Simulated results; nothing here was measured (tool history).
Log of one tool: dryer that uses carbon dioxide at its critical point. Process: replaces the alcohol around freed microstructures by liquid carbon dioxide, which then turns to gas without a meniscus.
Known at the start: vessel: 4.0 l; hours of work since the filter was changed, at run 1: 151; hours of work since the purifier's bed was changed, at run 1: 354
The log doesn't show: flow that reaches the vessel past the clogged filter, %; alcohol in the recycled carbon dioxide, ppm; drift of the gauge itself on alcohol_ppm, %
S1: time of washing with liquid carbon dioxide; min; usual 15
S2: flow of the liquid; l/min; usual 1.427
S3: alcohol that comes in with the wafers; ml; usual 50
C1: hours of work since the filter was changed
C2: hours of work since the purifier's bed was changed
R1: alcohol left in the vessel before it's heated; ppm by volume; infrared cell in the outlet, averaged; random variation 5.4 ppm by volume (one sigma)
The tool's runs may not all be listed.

run 1 hour=0 | S1=15 S2=1.427 S3=50 | C1=151 C2=354 | R1=259
run 2 hour=32 | S1=15 S2=1.427 S3=50 | C1=163 C2=366 | R1=244
run 3 hour=60.9 | S1=15 S2=1.427 S3=50 | C1=174 C2=377 | R1=279
run 4 hour=100 | S1=15 S2=1.427 S3=50 | C1=188 C2=392 | R1=275
run 5 hour=143 | S1=15 S2=1.427 S3=50 | C1=205 C2=408 | R1=280
run 6 hour=168.5 | S1=15 S2=1.427 S3=50 | C1=214 C2=418 | R1=276
run 7 hour=208.4 | S1=15 S2=1.427 S3=50 | C1=229 C2=433 | R1=287
run 8 hour=228.3 | S1=15 S2=1.427 S3=50 | C1=237 C2=440 | R1=292
run 9 hour=256.2 | S1=15 S2=1.427 S3=50 | C1=247 C2=451 | R1=294
run 10 hour=288.9 | S1=15 S2=1.427 S3=50 | C1=259 C2=463 | R1=310
run 11 hour=315.2 | S1=15 S2=1.427 S3=50 | C1=269 C2=473 | R1=310
run 12 hour=333.9 | S1=15 S2=1.427 S3=50 | C1=276 C2=480 | R1=314
run 13 hour=370.9 | S1=15 S2=1.427 S3=50 | C1=290 C2=494 | R1=306
run 14 hour=396 | S1=10 S2=2.05 S3=22 | C1=300 C2=503 | R1=243
run 15 hour=438.4 | S1=17 S2=1.427 S3=50 | C1=316 C2=519 | R1=239
run 16 hour=482.9 | S1=15 S2=1.16 S3=50 | C1=332 C2=536 | R1=550
run 17 hour=510.7 | S1=19 S2=1.6 S3=28 | C1=343 C2=546 | R1=163
run 18 hour=535.1 | S1=15 S2=1.81 S3=20 | C1=352 C2=555 | R1=182
run 19 hour=574 | S1=15 S2=1.81 S3=20 | C1=367 C2=570 | R1=185
run 20 hour=612.5 | S1=15 S2=1.427 S3=50 | C1=381 C2=585 | R1=346
run 21 hour=638.4 | S1=15 S2=1.67 S3=27 | C1=391 C2=594 | R1=225
run 22 hour=657.8 | S1=16 S2=1 S3=31 | C1=398 C2=602 | R1=493
run 23 hour=698.6 | S1=10 S2=1.42 S3=50 | C1=413 C2=617 | R1=967
run 24 hour=740.2 | S1=15 S2=1.427 S3=37 | C1=429 C2=633 | R1=321
run 25 hour=783.1 | S1=15 S2=1.427 S3=37 | C1=445 C2=649 | R1=343

Measured less the same run without the tool's hidden state. The same run-to-run variation is in both; the gauge's scatter may not be:
run=1 R1=+117
run=2 R1=+120
run=3 R1=+129
run=4 R1=+132
run=5 R1=+140
run=6 R1=+142
run=7 R1=+150
run=8 R1=+153
run=9 R1=+155
run=10 R1=+165
run=11 R1=+168
run=12 R1=+172
run=13 R1=+176
run=14 R1=+162
run=15 R1=+167
run=16 R1=+230
run=17 R1=+156
run=18 R1=+166
run=19 R1=+167
run=20 R1=+216
run=21 R1=+185
run=22 R1=+240
run=23 R1=+341
run=24 R1=+222
run=25 R1=+229
